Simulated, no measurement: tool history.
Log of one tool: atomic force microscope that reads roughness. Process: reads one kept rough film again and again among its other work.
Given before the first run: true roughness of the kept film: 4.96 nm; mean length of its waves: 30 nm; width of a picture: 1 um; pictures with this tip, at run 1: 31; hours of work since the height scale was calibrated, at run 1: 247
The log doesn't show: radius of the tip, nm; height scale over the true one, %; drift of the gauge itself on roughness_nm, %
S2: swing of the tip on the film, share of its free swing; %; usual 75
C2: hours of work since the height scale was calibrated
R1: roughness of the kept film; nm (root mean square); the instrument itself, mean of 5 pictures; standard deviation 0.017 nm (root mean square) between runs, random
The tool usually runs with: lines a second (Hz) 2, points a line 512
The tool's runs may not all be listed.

run 1 hour=0 | lines_a_second_(Hz)=2 S2=75 points_a_line=512 | pictures_with_this_tip=31 C2=247 | R1=3.783
run 2 hour=6.9 | lines_a_second_(Hz)=2 S2=75 points_a_line=512 | pictures_with_this_tip=45 C2=251 | R1=3.646
run 3 hour=14.7 | lines_a_second_(Hz)=2 S2=75 points_a_line=512 | pictures_with_this_tip=60 C2=256 | R1=3.534
-- hour=17 new tip fitted
run 4 hour=21.5 | lines_a_second_(Hz)=2 S2=75 points_a_line=512 | pictures_with_this_tip=9 C2=259 | R1=3.949
run 5 hour=33.3 | lines_a_second_(Hz)=2 S2=75 points_a_line=512 | pictures_with_this_tip=32 C2=266 | R1=3.788
run 6 hour=43.8 | lines_a_second_(Hz)=2 S2=75 points_a_line=512 | pictures_with_this_tip=52 C2=272 | R1=3.593
-- hour=50 new tip fitted
run 7 hour=58.3 | lines_a_second_(Hz)=2 S2=75 points_a_line=512 | pictures_with_this_tip=16 C2=279 | R1=3.917
run 8 hour=65.3 | lines_a_second_(Hz)=2 S2=75 points_a_line=512 | pictures_with_this_tip=29 C2=283 | R1=3.807
run 9 hour=76.9 | lines_a_second_(Hz)=2 S2=71 points_a_line=512 | pictures_with_this_tip=52 C2=290 | R1=3.663
-- hour=83.9 new tip fitted
run 10 hour=86 | lines_a_second_(Hz)=2 S2=71 points_a_line=512 | pictures_with_this_tip=4 C2=295 | R1=4.069
run 11 hour=97.5 | lines_a_second_(Hz)=2 S2=75 points_a_line=764 | pictures_with_this_tip=27 C2=301 | R1=3.764
run 12 hour=108.4 | lines_a_second_(Hz)=2 S2=75 points_a_line=764 | pictures_with_this_tip=48 C2=307 | R1=3.604
-- hour=117.2 new tip fitted
run 13 hour=120.7 | lines_a_second_(Hz)=2 S2=75 points_a_line=380 | pictures_with_this_tip=7 C2=314 | R1=3.992
run 14 hour=133.8 | lines_a_second_(Hz)=0.56 S2=75 points_a_line=380 | pictures_with_this_tip=33 C2=321 | R1=3.97

Run 15, settings as shown, results not yet in. Your forecast:
-- hour=135.7 height scale calibrated on a step standard
run 15 hour=147.4 | lines_a_second_(Hz)=3.45 S2=59 points_a_line=814 | pictures_with_this_tip=57 C2=7 | R1=?

Run 15 came out at R1 3.677 nm (root mean square).
Without the tool's hidden state the same run would have given R1 4.231 nm (root mean square).
